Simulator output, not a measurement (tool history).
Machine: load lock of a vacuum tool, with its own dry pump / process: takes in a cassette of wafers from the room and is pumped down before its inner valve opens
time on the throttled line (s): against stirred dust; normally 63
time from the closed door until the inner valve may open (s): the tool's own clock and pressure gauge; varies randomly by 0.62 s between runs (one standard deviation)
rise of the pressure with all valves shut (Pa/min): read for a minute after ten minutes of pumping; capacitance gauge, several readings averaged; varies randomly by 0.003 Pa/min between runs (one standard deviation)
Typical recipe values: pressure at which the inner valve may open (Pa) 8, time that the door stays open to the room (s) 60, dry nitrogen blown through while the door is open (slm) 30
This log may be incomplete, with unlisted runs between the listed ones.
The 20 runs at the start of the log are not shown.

run,hour,time on the throttled line (s),pressure at which the inner valve may open (Pa),time that the door stays open to the room (s),dry nitrogen blown through while the door is open (slm),hours that the pump has run since its overhaul,times that the door has closed on its seal,"incoming humidity of the room's air, %",time from the closed door until the inner valve may open (s),rise of the pressure with all valves shut (Pa/min)
21,2071.2,42,9,110,22,11181,21292,44.8,107.7,0.055
22,2210.2,96,10,111,6,11320,21690,46.7,150.9,0.073
23,2333.5,63,7,139,6,11444,22044,47.0,127.2,0.083
24,2468.6,63,7,139,6,11579,22431,44.2,126.6,0.078
25,2586.0,63,10,26,30,11696,22768,46.5,124.3,0.021
26,2678.9,63,10,26,30,11789,23034,43.9,125.3,0.018
27,2796.0,41,13,153,30,11906,23370,46.9,103.8,0.053
28,2890.5,41,13,153,30,12001,23641,46.8,104.8,0.056
29,3039.6,63,12,60,33,12150,24068,43.7,122.6,0.030
30,3139.5,125,13,108,9,12250,24354,43.1,173.8,0.068

4 ways to go on from here, each from the tool as it stands after run 30. What would each give?
A,3270.9,63,9,60,6,12381,24731,46.6,?,?
B,3270.9,72,13,108,9,12381,24731,41.9,?,?
C,3270.9,125,11,108,9,12381,24731,44.4,?,?
D,3270.9,125,15,108,9,12381,24731,44.9,?,?

run,time from the closed door until the inner valve may open (s),rise of the pressure with all valves shut (Pa/min)
A,124.5,0.054
B,130.1,0.056
C,174.6,0.061
D,171.8,0.067
With the hidden condition removed and each run's random variation left untouched, the same runs would have given:
run,time from the closed door until the inner valve may open (s),rise of the pressure with all valves shut (Pa/min)
A,124.5,0.054
B,130.1,0.055
C,174.6,0.061
D,171.8,0.066

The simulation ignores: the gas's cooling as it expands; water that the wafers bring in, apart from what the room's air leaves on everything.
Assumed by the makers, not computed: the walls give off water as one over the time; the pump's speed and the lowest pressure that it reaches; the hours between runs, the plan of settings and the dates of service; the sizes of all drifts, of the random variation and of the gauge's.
